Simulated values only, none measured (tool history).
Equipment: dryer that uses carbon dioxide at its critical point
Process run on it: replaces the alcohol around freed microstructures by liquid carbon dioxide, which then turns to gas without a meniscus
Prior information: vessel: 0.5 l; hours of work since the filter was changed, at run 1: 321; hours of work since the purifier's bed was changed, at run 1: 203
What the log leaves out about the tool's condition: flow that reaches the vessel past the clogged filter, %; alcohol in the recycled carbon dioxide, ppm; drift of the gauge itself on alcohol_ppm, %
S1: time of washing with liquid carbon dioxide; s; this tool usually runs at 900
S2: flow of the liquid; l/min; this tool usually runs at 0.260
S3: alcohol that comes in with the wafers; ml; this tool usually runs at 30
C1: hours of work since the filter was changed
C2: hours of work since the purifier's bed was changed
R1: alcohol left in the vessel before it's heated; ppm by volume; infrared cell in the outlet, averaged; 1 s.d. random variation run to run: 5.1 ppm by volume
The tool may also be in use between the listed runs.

run	hour	S1	S2	S3	C1	C2	R1
1	0.0	900	0.260	30	321	203	209
2	54.4	900	0.260	30	348	230	213
3	111.6	900	0.260	30	377	259	229
4	143.3	900	0.260	30	393	275	228
5	174.2	900	0.260	30	408	290	237
6	219.9	540	0.260	30	431	313	1841
# hour 235.6: inlet filter changed
7	247.8	900	0.260	46	6	326	209
8	297.4	900	0.260	46	31	351	215
9	356.2	900	0.260	46	60	380	230
10	398.9	900	0.260	46	81	402	242
11	431.3	900	0.260	46	98	418	249
12	455.7	900	0.260	46	110	430	265
13	489.3	900	0.260	46	127	447	262
14	534.2	900	0.260	46	149	469	267
15	562.9	900	0.260	101	163	483	456
16	596.4	900	0.260	101	180	500	472
17	621.3	900	0.260	101	192	513	489
18	648.2	900	0.260	101	206	526	509
19	672.2	900	0.260	101	218	538	521
# hour 705.1: purifier's bed changed
20	710.8	900	0.260	101	235	3	400
21	767.4	900	0.260	101	264	31	436
22	821.0	900	0.260	87	290	58	395
23	877.3	900	0.260	87	319	86	430
24	932.2	900	0.260	40	346	113	217
25	985.2	900	0.380	57	372	140	53
26	1015.5	1440	0.193	97	387	155	215
27	1062.8	900	0.260	47	411	178	300
28	1112.4	1140	0.271	67	436	203	112
# hour 1122.3: inlet filter changed
29	1169.3	900	0.205	108	23	231	1266

What will run 30 give?
30	1200.5	600	0.165	58	39	247	?

Run 30 came out at R1 7465 ppm by volume.
Had the tool carried no hidden state, the very same run would have given R1 7118 ppm by volume.
